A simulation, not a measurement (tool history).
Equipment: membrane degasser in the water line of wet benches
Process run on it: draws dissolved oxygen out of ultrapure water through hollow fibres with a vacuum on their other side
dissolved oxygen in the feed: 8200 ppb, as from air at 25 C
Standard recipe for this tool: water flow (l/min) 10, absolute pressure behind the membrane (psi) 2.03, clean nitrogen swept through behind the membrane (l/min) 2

run    hour  water flow (l/min)  absolute pressure behind the membrane (psi)  clean nitrogen swept through behind the membrane (l/min)  dissolved oxygen in the water behind the degasser (ppb)  pressure that the water loses in the fibres (psi)
  1       0                  10                                         2.03                                                         2                                                    175.6                                               8.96
  2    65.9                  10                                         2.03                                                         2                                                    178.9                                              8.975
  3   132.3                  10                                         2.03                                                         2                                                      178                                              9.039
      141.1  -- vacuum gauge calibrated
  4   217.7                  10                                         1.44                                                         2                                                    129.6                                              8.975
  5   292.1                  10                                         1.44                                                         2                                                    125.3                                              9.047
  6     376                  10                                         1.44                                                         2                                                    130.5                                              8.992
  7   462.1                  10                                         1.44                                                         2                                                    129.1                                              8.911
  8   543.6                  10                                         1.44                                                      2.13                                                    124.1                                              8.958
  9   625.8                  10                                         1.44                                                      2.13                                                    122.7                                              8.905
 10     686                  10                                         2.03                                                      5.52                                                     98.5                                              8.886
 11   737.6                  10                                         2.03                                                      5.52                                                       96                                              8.895
 12     826                  10                                         2.03                                                      1.52                                                    215.4                                              8.831
 13   877.5                  10                                         2.03                                                      1.52                                                    214.8                                              8.878
 14   966.6                  10                                         2.03                                                         2                                                    173.6                                              8.856
     1045.5  -- gauge calibrated
 15  1048.9                  10                                         1.52                                                         2                                                      134                                              8.963
 16  1110.2                  10                                         1.52                                                         2                                                    133.8                                              9.031
 17  1190.3                  10                                         5.02                                                       1.9                                                    430.3                                              9.018
 18  1229.4                   6                                         2.48                                                         2                                                      112                                              5.394
 19  1268.6                   7                                         1.84                                                         2                                                    100.8                                              6.245
 20    1333                  12                                         1.31                                                         2                                                    156.8                                             10.691
 21  1377.4                  12                                         1.31                                                         2                                                    155.9                                             10.728
 22  1419.5                  14                                         3.38                                                         2                                                    423.3                                             12.512
 23  1462.8                  10                                          3.1                                                      1.54                                                    321.7                                              8.942
 24  1510.4                  10                                          3.1                                                      1.54                                                    322.7                                              8.953
 25  1592.8                  16                                         2.15                                                      4.13                                                    243.8                                             14.233
 26  1682.6                  16                                         2.15                                                      4.13                                                    250.4                                             14.221
 27  1739.6                   8                                         1.86                                                       4.5                                                     67.7                                              7.174
 28  1805.6                   8                                         1.86                                                       4.5                                                     68.2                                              7.185
 29  1887.5                   7                                         1.84                                                      1.28                                                    142.8                                              6.183
 30  1947.9                  14                                         1.84                                                      1.28                                                    339.7                                             12.353
 31  2022.9                   8                                         1.36                                                      2.98                                                     66.8                                              7.039

Per-run results on a tool with no hidden state, each run keeping its own random variation:
Hidden conditions of the tool in this case: membrane still open, %; true pressure behind the membrane over the reading, kPa; air that leaks in behind the membrane, l/min; drift of the gauge itself on oxygen_ppb, %; drift of the gauge itself on loss_of_pressure_kpa, %.
run  pressure that the water loses in the fibres (psi)
  1                                              8.959
  2                                              8.987
  3                                              9.062
  4                                              9.014
  5                                                9.1
  6                                              9.061
  7                                              8.994
  8                                              9.058
  9                                               9.02
 10                                              9.013
 11                                               9.03
 12                                              8.982
 13                                              9.039
 14                                              9.033
 15                                              8.962
 16                                               9.04
 17                                              9.043
 18                                              5.413
 19                                              6.273
 20                                             10.752
 21                                               10.8
 22                                             12.605
 23                                              9.016
 24                                              9.036
 25                                             14.391
 26                                             14.405
 27                                              7.275
 28                                              7.295
 29                                               6.29
 30                                             12.582
 31                                              7.181
dissolved oxygen in the water behind the degasser (ppb): within 0.6 of the measured result in every run.

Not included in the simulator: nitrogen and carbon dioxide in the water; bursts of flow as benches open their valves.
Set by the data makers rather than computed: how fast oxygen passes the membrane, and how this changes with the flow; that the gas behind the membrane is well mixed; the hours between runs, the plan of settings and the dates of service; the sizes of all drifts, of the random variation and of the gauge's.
